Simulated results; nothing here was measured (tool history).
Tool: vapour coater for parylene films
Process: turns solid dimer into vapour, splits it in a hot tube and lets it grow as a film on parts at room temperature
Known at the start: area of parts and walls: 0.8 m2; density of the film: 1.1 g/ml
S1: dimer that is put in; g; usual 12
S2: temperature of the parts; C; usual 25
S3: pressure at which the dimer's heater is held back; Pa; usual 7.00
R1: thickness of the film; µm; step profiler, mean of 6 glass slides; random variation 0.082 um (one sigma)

run   hour  S1  S2     S3     R1
  1    0.0  12  25   7.00   9.82
  2   22.4  12  25   7.00   9.65
  3   41.2  12  25   7.00   9.55
  4   57.2  12  25   7.00   9.81
  5   80.8  10  25   7.00   7.95
  6  104.2  10  25   7.00   8.04
  7  116.7  12  25   7.00   9.70
  8  130.5  12  25   7.00   9.48
  9  153.1  12  25   7.00   9.64
 10  163.6  12  25   7.00   9.63
     169.5  -- trap's valve overhauled
 11  186.6  20  28   6.95  14.66
 12  201.3  17  24  10.16  13.55
     214.9  -- trap's valve overhauled, once more
 13  222.6   9  25   4.12   7.46
 14  245.9   9  25   4.12   7.53
 15  264.8   6  23   7.00   5.06

The same runs without the tool's hidden state, with the same run-to-run variation:
The hidden state here: vapour lost through the trap's worn valve, %; true temperature of the parts over the reading, C; drift of the gauge itself on film_um, %.
run     R1
  1   9.98
  2   9.83
  3   9.74
  4  10.02
  5   8.14
  6   8.24
  7   9.96
  8   9.74
  9   9.93
 10   9.92
 11  15.15
 12  14.02
 13   7.66
 14   7.74
 15   5.22

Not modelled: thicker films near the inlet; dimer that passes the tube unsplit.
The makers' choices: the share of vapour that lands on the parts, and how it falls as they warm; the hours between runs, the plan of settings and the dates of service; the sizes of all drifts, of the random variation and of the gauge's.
